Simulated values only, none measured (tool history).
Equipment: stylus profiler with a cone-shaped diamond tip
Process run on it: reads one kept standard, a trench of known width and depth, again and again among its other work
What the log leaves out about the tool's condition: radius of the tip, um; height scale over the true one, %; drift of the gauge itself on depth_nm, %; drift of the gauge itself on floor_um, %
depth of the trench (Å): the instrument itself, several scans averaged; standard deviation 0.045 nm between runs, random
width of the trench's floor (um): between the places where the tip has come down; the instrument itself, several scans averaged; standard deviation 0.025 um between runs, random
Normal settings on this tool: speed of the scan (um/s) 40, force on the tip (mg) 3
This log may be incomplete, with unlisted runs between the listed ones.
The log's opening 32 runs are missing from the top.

run,hour,speed of the scan (um/s),force on the tip (mg),scans with this tip,hours of work since the height scale was calibrated,depth of the trench (Å),width of the trench's floor (um)
33,1026.2,14,6.42,6721,213,1033.1,98.51
34,1057.2,45,1.39,6875,232,1011.5,98.39
35,1090.6,45,1.39,7041,251,1011.8,98.4
36,1136.2,97,2.98,7268,278,1018.5,98.36
37,1174.6,74,4.24,7459,301,1024,98.42
38,1193.8,74,4.24,7554,312,1024.1,98.4
39,1238.6,74,4.24,7777,339,1023.4,98.37
40,1283.9,33,4.56,8002,366,1025.8,98.47
41,1319.5,52,2.23,8179,387,1015.1,98.43
42,1345.9,18,2.78,8310,402,1018.3,98.47
43,1370.8,44,4,8434,417,1023.2,98.41
44,1389.3,44,4,8526,428,1022.7,98.45
45,1431.3,130,6.54,8735,453,1031.8,98.37

What if the next run were any one of these 3? Each begins from the tool's condition after run 45:
A,1469.1,10,3,8923,475,?,?
B,1469.1,23,4.66,8923,475,?,?
C,1469.1,96,7.08,8923,475,?,?

run,depth of the trench (Å),width of the trench's floor (um)
A,1018.4,98.46
B,1025.9,98.48
C,1033.9,98.4
Stripped of hidden state, with their random variation kept, the same runs would have yielded:
run,depth of the trench (Å),width of the trench's floor (um)
A,1019.9,98.56
B,1027.4,98.58
C,1035.4,98.51
